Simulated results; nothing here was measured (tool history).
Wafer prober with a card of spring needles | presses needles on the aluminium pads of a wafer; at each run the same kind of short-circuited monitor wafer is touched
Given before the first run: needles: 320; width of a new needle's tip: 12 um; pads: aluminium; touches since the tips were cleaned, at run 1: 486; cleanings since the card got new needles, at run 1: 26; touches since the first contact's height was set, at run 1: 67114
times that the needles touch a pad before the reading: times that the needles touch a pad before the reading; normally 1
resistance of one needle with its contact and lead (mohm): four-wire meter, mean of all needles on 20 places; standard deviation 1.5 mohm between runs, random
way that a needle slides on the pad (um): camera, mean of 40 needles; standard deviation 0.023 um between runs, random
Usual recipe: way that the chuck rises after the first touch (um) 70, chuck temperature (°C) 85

run	hour	way that the chuck rises after the first touch (um)	chuck temperature (°C)	times that the needles touch a pad before the reading	touches since the tips were cleaned	cleanings since the card got new needles	touches since the first contact's height was set	resistance of one needle with its contact and lead (mohm)	way that a needle slides on the pad (um)
1	0.0	70	85	1	486	26	67114	155	9.79
# hour 6.8: tips cleaned on abrasive film
# hour 15.0: tips cleaned on abrasive film
2	21.9	70	85	1	2166	28	73846	188	9.76
# hour 23.8: tips cleaned on abrasive film
# hour 32.2: tips cleaned on abrasive film
3	37.5	70	85	1	1651	30	78612	182	9.71
# hour 40.7: tips cleaned on abrasive film
# hour 48.9: tips cleaned on abrasive film
4	52.1	70	85	1	972	32	83042	165	9.73
# hour 57.1: tips cleaned on abrasive film
5	63.1	70	85	1	1867	33	86433	179	9.71
# hour 65.3: tips cleaned on abrasive film
6	72.0	70	85	1	2096	34	89163	186	9.72
# hour 73.1: tips cleaned on abrasive film
# hour 81.0: tips cleaned on abrasive film
7	88.0	70	85	1	2169	36	94048	191	9.69
# hour 89.3: tips cleaned on abrasive film
# hour 98.3: tips cleaned on abrasive film
8	100.0	70	85	1	550	38	97711	151	9.69
# hour 106.3: tips cleaned on abrasive film
9	111.4	70	85	1	1566	39	101188	179	9.66
# hour 114.0: tips cleaned on abrasive film
# hour 122.1: tips cleaned on abrasive film
# hour 130.0: tips cleaned on abrasive film
10	132.7	70	85	1	831	42	107683	161	9.65
# hour 138.7: tips cleaned on abrasive film
# hour 146.4: tips cleaned on abrasive film
11	150.4	70	85	2	1263	44	113127	160	9.67
# hour 155.3: tips cleaned on abrasive film
12	160.4	70	85	2	1587	45	116174	164	9.60
# hour 162.9: tips cleaned on abrasive film
# hour 170.8: tips cleaned on abrasive film
# hour 178.9: tips cleaned on abrasive film
13	179.3	70	85	2	149	48	121948	140	9.62
# hour 187.6: tips cleaned on abrasive film
# hour 195.7: tips cleaned on abrasive film
14	196.2	70	85	3	159	50	127100	138	9.62
# hour 203.5: tips cleaned on abrasive film
# hour 211.7: tips cleaned on abrasive film
15	212.0	70	27	1	120	52	131948	135	9.61
# hour 220.3: tips cleaned on abrasive film
# hour 228.5: tips cleaned on abrasive film
16	232.1	70	27	1	1121	54	138105	170	9.56
# hour 234.1: height of the first contact set anew
# hour 237.2: tips cleaned on abrasive film
17	243.4	87	27	1	1912	55	2850	165	11.88
# hour 246.4: tips cleaned on abrasive film
# hour 253.9: tips cleaned on abrasive film
18	255.5	87	27	1	487	57	6529	142	11.84
# hour 262.8: tips cleaned on abrasive film
# hour 270.5: tips cleaned on abrasive film
19	270.5	70	64	1	0	59	11104	137	9.41
# hour 278.7: tips cleaned on abrasive film
# hour 286.8: tips cleaned on abrasive film
20	291.9	70	43	2	1576	61	17659	162	9.37
# hour 295.3: tips cleaned on abrasive film
# hour 302.8: height of the first contact set anew, once more
# hour 303.6: tips cleaned on abrasive film
21	303.6	66	112	1	0	63	209	143	9.33
# hour 311.9: tips cleaned on abrasive film
22	313.3	66	112	1	456	64	3190	160	9.36
# hour 319.8: tips cleaned on abrasive film
23	324.6	70	85	2	1494	65	6651	161	9.93
# hour 327.9: tips cleaned on abrasive film
24	333.6	80	42	1	1749	66	9392	170	11.36
# hour 336.2: tips cleaned on abrasive film
# hour 345.4: tips cleaned on abrasive film
# hour 354.1: tips cleaned on abrasive film
25	355.6	70	82	1	465	69	16127	152	9.91
# hour 361.9: tips cleaned on abrasive film
# hour 369.6: tips cleaned on abrasive film
26	376.8	70	40	1	2236	71	22623	191	9.92
# hour 378.5: tips cleaned on abrasive film
# hour 386.3: tips cleaned on abrasive film
27	387.2	70	40	1	288	73	25776	146	9.92
# hour 395.5: tips cleaned on abrasive film
28	397.3	70	42	1	544	74	28867	155	9.86
# hour 403.6: tips cleaned on abrasive film
# hour 412.5: tips cleaned on abrasive film
29	413.6	70	42	1	332	76	33848	148	9.87
# hour 421.5: tips cleaned on abrasive film
# hour 429.7: tips cleaned on abrasive film
30	432.1	70	42	1	769	78	39535	159	9.89

For some of the steps in resistance of one needle with its contact and lead (mohm) from one run to the next: how much would appear even if the tool had no hidden state, given the settings, what came in and random variation, and how much remains for the hidden state plus any gauge scatter that the measured result and the result without hidden state don't share?
Hidden state at play: debris on the tips, nm; way that the needles fall short of the set height, um; tips' diameter, um; drift of the gauge itself on contact_mohm, %; drift of the gauge itself on scrub_um, %.
Run 7 -> 8: tips cleaned on abrasive film, tips cleaned on abrasive film. resistance of one needle with its contact and lead (mohm) -40: hidden state -39, all else -1.
Run 25 -> 26: chuck temperature (°C) 82 -> 40, tips cleaned on abrasive film, tips cleaned on abrasive film. resistance of one needle with its contact and lead (mohm) +39: hidden state +44, all else -5.
Run 26 -> 27: tips cleaned on abrasive film, tips cleaned on abrasive film. resistance of one needle with its contact and lead (mohm) -45: hidden state -43, all else -2.

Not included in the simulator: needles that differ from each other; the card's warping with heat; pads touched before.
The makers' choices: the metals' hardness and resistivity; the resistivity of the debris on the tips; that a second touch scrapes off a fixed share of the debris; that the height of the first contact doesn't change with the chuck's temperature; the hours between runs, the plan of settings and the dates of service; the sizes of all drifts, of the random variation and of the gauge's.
